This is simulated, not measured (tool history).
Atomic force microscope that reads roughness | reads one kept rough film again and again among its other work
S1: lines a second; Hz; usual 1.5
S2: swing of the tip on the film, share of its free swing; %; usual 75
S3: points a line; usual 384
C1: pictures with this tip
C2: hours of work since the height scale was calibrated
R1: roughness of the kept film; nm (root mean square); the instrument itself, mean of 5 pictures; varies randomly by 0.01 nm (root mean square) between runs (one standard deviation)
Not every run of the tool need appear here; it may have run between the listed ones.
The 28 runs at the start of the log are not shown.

run 29 day=8.196 | S1=2.69 S2=75 S3=332 | C1=79 C2=369 | R1=2.1
run 30 day=8.542 | S1=1.5 S2=61 S3=722 | C1=94 C2=375 | R1=2.27
run 31 day=8.983 | S1=1.47 S2=89 S3=722 | C1=113 C2=383 | R1=2.071
run 32 day=9.329 | S1=1.47 S2=89 S3=722 | C1=128 C2=388 | R1=2.056
run 33 day=9.721 | S1=1.5 S2=60 S3=384 | C1=145 C2=395 | R1=2.23
run 34 day=10.046 | S1=1.5 S2=65 S3=919 | C1=159 C2=400 | R1=2.204
-- day=10.112 new tip fitted
run 35 day=10.258 | S1=1.5 S2=65 S3=919 | C1=6 C2=403 | R1=2.351
run 36 day=10.492 | S1=0.79 S2=75 S3=650 | C1=16 C2=407 | R1=2.365
run 37 day=10.862 | S1=0.79 S2=87 S3=733 | C1=32 C2=413 | R1=2.267
run 38 day=11.158 | S1=1.95 S2=74 S3=384 | C1=45 C2=418 | R1=2.213
run 39 day=11.467 | S1=1.95 S2=74 S3=384 | C1=59 C2=424 | R1=2.189
run 40 day=11.704 | S1=1.95 S2=74 S3=384 | C1=69 C2=427 | R1=2.179
run 41 day=11.917 | S1=1.95 S2=74 S3=384 | C1=78 C2=431 | R1=2.165
run 42 day=12.192 | S1=1.95 S2=74 S3=384 | C1=90 C2=436 | R1=2.175
run 43 day=12.446 | S1=3.1 S2=89 S3=370 | C1=101 C2=440 | R1=1.82
run 44 day=12.679 | S1=1.18 S2=76 S3=274 | C1=111 C2=444 | R1=2.19
run 45 day=13.004 | S1=1.18 S2=76 S3=274 | C1=125 C2=449 | R1=2.203
run 46 day=13.421 | S1=1.18 S2=69 S3=370 | C1=143 C2=456 | R1=2.213
run 47 day=13.733 | S1=1.18 S2=69 S3=370 | C1=156 C2=461 | R1=2.203
-- day=13.862 new tip fitted
run 48 day=13.962 | S1=1.18 S2=69 S3=370 | C1=5 C2=465 | R1=2.366
run 49 day=14.338 | S1=1.18 S2=69 S3=370 | C1=21 C2=471 | R1=2.329
run 50 day=14.621 | S1=2.46 S2=68 S3=637 | C1=33 C2=476 | R1=2.248
run 51 day=14.9 | S1=0.51 S2=70 S3=384 | C1=45 C2=480 | R1=2.353
run 52 day=15.154 | S1=0.51 S2=70 S3=384 | C1=56 C2=485 | R1=2.339

Here are 4 independent what-if runs from the current tool condition. What would each one return?
run A day=15.383 | S1=2.48 S2=68 S3=324 | C1=66 C2=488 | R1=?
run B day=15.383 | S1=1.25 S2=81 S3=384 | C1=66 C2=488 | R1=?
run C day=15.383 | S1=0.79 S2=63 S3=975 | C1=66 C2=488 | R1=?
run D day=15.383 | S1=1.5 S2=65 S3=325 | C1=66 C2=488 | R1=?

run=A R1=2.214
run=B R1=2.217
run=C R1=2.345
run=D R1=2.294
Without the tool's hidden state the same runs would have given:
run=A R1=2.295
run=B R1=2.299
run=C R1=2.43
run=D R1=2.378
